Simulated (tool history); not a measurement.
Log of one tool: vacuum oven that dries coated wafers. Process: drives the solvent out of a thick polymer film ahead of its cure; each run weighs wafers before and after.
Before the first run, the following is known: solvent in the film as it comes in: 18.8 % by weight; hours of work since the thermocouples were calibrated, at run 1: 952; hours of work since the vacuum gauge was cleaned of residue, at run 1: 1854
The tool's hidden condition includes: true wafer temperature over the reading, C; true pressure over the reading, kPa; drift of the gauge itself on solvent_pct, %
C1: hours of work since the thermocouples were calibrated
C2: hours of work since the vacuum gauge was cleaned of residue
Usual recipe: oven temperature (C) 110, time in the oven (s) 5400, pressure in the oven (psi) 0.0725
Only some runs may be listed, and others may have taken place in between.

{"run": 1, "hour": 0.0, "oven temperature (C)": 110, "time in the oven (s)": 5400, "pressure in the oven (psi)": 0.0725, "C1": 952, "C2": 1854, "solvent left in the film (%)": 2.24}
{"run": 2, "hour": 65.4, "oven temperature (C)": 110, "time in the oven (s)": 5820, "pressure in the oven (psi)": 0.0725, "C1": 1004, "C2": 1906, "solvent left in the film (%)": 1.92}
{"run": 3, "hour": 104.4, "oven temperature (C)": 110, "time in the oven (s)": 5820, "pressure in the oven (psi)": 0.0725, "C1": 1034, "C2": 1936, "solvent left in the film (%)": 1.95}
{"run": 4, "hour": 154.1, "oven temperature (C)": 110, "time in the oven (s)": 5400, "pressure in the oven (psi)": 0.0725, "C1": 1074, "C2": 1975, "solvent left in the film (%)": 2.23}
{"run": 5, "hour": 202.7, "oven temperature (C)": 110, "time in the oven (s)": 5400, "pressure in the oven (psi)": 0.0725, "C1": 1112, "C2": 2014, "solvent left in the film (%)": 2.23}
{"run": 6, "hour": 282.6, "oven temperature (C)": 110, "time in the oven (s)": 5400, "pressure in the oven (psi)": 0.0725, "C1": 1175, "C2": 2077, "solvent left in the film (%)": 2.25}
{"run": 7, "hour": 352.2, "oven temperature (C)": 110, "time in the oven (s)": 5400, "pressure in the oven (psi)": 0.0911, "C1": 1230, "C2": 2132, "solvent left in the film (%)": 2.23}
{"hour": 388.4, "done": "oven's thermocouples calibrated"}
{"run": 8, "hour": 396.1, "oven temperature (C)": 110, "time in the oven (s)": 5400, "pressure in the oven (psi)": 0.0911, "C1": 6, "C2": 2165, "solvent left in the film (%)": 2.46}
{"run": 9, "hour": 447.3, "oven temperature (C)": 110, "time in the oven (s)": 7080, "pressure in the oven (psi)": 0.0911, "C1": 46, "C2": 2205, "solvent left in the film (%)": 1.45}
{"run": 10, "hour": 531.3, "oven temperature (C)": 110, "time in the oven (s)": 7080, "pressure in the oven (psi)": 0.0911, "C1": 113, "C2": 2271, "solvent left in the film (%)": 1.45}
{"run": 11, "hour": 575.7, "oven temperature (C)": 110, "time in the oven (s)": 7080, "pressure in the oven (psi)": 0.0911, "C1": 148, "C2": 2306, "solvent left in the film (%)": 1.45}
{"run": 12, "hour": 621.6, "oven temperature (C)": 98, "time in the oven (s)": 9120, "pressure in the oven (psi)": 0.0725, "C1": 184, "C2": 2342, "solvent left in the film (%)": 2.47}
{"run": 13, "hour": 675.9, "oven temperature (C)": 115, "time in the oven (s)": 2760, "pressure in the oven (psi)": 0.0725, "C1": 227, "C2": 2385, "solvent left in the film (%)": 4.68}
{"run": 14, "hour": 731.1, "oven temperature (C)": 98, "time in the oven (s)": 5400, "pressure in the oven (psi)": 0.0725, "C1": 270, "C2": 2429, "solvent left in the film (%)": 5.04}
{"run": 15, "hour": 780.5, "oven temperature (C)": 98, "time in the oven (s)": 5400, "pressure in the oven (psi)": 0.2376, "C1": 309, "C2": 2468, "solvent left in the film (%)": 5.3}
{"run": 16, "hour": 824.6, "oven temperature (C)": 115, "time in the oven (s)": 6480, "pressure in the oven (psi)": 0.2016, "C1": 344, "C2": 2502, "solvent left in the film (%)": 1.21}
{"run": 17, "hour": 902.0, "oven temperature (C)": 115, "time in the oven (s)": 6480, "pressure in the oven (psi)": 0.2016, "C1": 405, "C2": 2563, "solvent left in the film (%)": 1.2}
{"run": 18, "hour": 963.1, "oven temperature (C)": 110, "time in the oven (s)": 7320, "pressure in the oven (psi)": 0.0725, "C1": 453, "C2": 2612, "solvent left in the film (%)": 1.3}

Measured result minus the same run's result without the hidden state. Both carry the same run-to-run variation, though not necessarily the same gauge scatter:
run=1 solvent_left_in_the_film_(%)=-0.06
run=2 solvent_left_in_the_film_(%)=-0.05
run=3 solvent_left_in_the_film_(%)=-0.05
run=4 solvent_left_in_the_film_(%)=-0.07
run=5 solvent_left_in_the_film_(%)=-0.07
run=6 solvent_left_in_the_film_(%)=-0.08
run=7 solvent_left_in_the_film_(%)=-0.09
run=8 solvent_left_in_the_film_(%)=+0.12
run=9 solvent_left_in_the_film_(%)=+0.12
run=10 solvent_left_in_the_film_(%)=+0.11
run=11 solvent_left_in_the_film_(%)=+0.11
run=12 solvent_left_in_the_film_(%)=+0.16
run=13 solvent_left_in_the_film_(%)=+0.07
run=14 solvent_left_in_the_film_(%)=+0.11
run=15 solvent_left_in_the_film_(%)=+0.12
run=16 solvent_left_in_the_film_(%)=+0.08
run=17 solvent_left_in_the_film_(%)=+0.08
run=18 solvent_left_in_the_film_(%)=+0.09
